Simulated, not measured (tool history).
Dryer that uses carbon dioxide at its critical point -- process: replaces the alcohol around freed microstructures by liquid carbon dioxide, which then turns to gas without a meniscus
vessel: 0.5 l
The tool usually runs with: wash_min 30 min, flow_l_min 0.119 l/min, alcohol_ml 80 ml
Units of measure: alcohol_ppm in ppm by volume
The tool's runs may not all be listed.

run 1 hour=0.0 | wash_min=30 flow_l_min=0.119 alcohol_ml=80 | alcohol_ppm=488
run 2 hour=46.0 | wash_min=30 flow_l_min=0.129 alcohol_ml=80 | alcohol_ppm=336
run 3 hour=82.1 | wash_min=30 flow_l_min=0.129 alcohol_ml=80 | alcohol_ppm=363
run 4 hour=110.6 | wash_min=27 flow_l_min=0.129 alcohol_ml=80 | alcohol_ppm=698
run 5 hour=163.8 | wash_min=27 flow_l_min=0.129 alcohol_ml=80 | alcohol_ppm=796
run 6 hour=189.1 | wash_min=30 flow_l_min=0.099 alcohol_ml=80 | alcohol_ppm=1809
run 7 hour=240.5 | wash_min=30 flow_l_min=0.099 alcohol_ml=80 | alcohol_ppm=2037
-- hour=269.1 inlet filter changed
run 8 hour=270.9 | wash_min=30 flow_l_min=0.099 alcohol_ml=80 | alcohol_ppm=907
run 9 hour=295.7 | wash_min=33 flow_l_min=0.119 alcohol_ml=80 | alcohol_ppm=215
run 10 hour=340.3 | wash_min=45 flow_l_min=0.082 alcohol_ml=80 | alcohol_ppm=336
run 11 hour=394.3 | wash_min=45 flow_l_min=0.082 alcohol_ml=80 | alcohol_ppm=379
run 12 hour=444.0 | wash_min=30 flow_l_min=0.092 alcohol_ml=80 | alcohol_ppm=1766
run 13 hour=482.0 | wash_min=33 flow_l_min=0.142 alcohol_ml=48 | alcohol_ppm=118
run 14 hour=513.7 | wash_min=47 flow_l_min=0.115 alcohol_ml=48 | alcohol_ppm=88
run 15 hour=537.0 | wash_min=30 flow_l_min=0.109 alcohol_ml=49 | alcohol_ppm=569
run 16 hour=593.0 | wash_min=30 flow_l_min=0.109 alcohol_ml=49 | alcohol_ppm=641

Branching from run 16: 4 alternative next runs. What would each branch give?
run A hour=632.0 | wash_min=22 flow_l_min=0.102 alcohol_ml=38 | alcohol_ppm=?
run B hour=632.0 | wash_min=31 flow_l_min=0.160 alcohol_ml=80 | alcohol_ppm=?
run C hour=632.0 | wash_min=30 flow_l_min=0.109 alcohol_ml=60 | alcohol_ppm=?
run D hour=632.0 | wash_min=31 flow_l_min=0.193 alcohol_ml=49 | alcohol_ppm=?

run=A alcohol_ppm=2419
run=B alcohol_ppm=148
run=C alcohol_ppm=815
run=D alcohol_ppm=86
The same runs, with their run-to-run variation unchanged, on a tool lacking any hidden condition would have given:
run=A alcohol_ppm=1439
run=B alcohol_ppm=27
run=C alcohol_ppm=358
run=D alcohol_ppm=6

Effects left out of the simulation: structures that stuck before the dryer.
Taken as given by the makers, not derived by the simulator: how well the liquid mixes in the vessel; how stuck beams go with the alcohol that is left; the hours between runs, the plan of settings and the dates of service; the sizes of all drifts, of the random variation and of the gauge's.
